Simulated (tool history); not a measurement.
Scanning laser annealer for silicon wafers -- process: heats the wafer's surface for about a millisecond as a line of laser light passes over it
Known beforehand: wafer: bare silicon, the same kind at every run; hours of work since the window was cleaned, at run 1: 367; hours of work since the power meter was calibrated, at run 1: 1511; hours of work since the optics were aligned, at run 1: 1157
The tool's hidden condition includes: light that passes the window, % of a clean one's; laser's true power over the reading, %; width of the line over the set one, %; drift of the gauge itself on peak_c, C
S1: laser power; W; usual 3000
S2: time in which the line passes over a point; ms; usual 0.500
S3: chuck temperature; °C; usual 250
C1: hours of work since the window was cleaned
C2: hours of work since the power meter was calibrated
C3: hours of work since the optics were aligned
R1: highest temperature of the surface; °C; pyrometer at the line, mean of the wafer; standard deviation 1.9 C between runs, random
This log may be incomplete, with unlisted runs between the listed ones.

run   hour    S1     S2   S3   C1    C2    C3    R1
  1    0.0  3000  0.500  250  367  1511  1157  1091
  2   54.9  3000  0.500  250  393  1538  1183  1090
  3  106.5  3000  0.500  250  418  1562  1208  1087
  4  172.0  3000  0.566  250  449  1594  1239  1144
  5  239.7  3000  0.566  250  482  1626  1272  1145
  6  300.9  2787  0.500  250  511  1655  1301  1018
  7  398.4  2787  0.594  227  557  1702  1348  1064
     427.6  -- optics aligned, line set to its width
  8  489.4  2787  0.594  227  599  1743    30  1066
  9  584.5  2913  0.563  237  644  1788    75  1097
     679.1  -- window over the wafer cleaned
 10  679.1  2913  0.563  237    0  1833   119  1101

Consider 3 possible next runs. They are alternatives, not a sequence: every one starts from the tool as it was left by run 10. What does each give?
  A  740.6  3000  0.500  259  29  1862  149   ?
  B  740.6  2694  0.385  228  29  1862  149   ?
  C  740.6  2913  0.376  217  29  1862  149   ?

run    R1
  A  1101
  B   869
  C   916
The same runs, with their run-to-run variation unchanged, on a tool lacking any hidden condition would have given:
run    R1
  A  1101
  B   869
  C   915
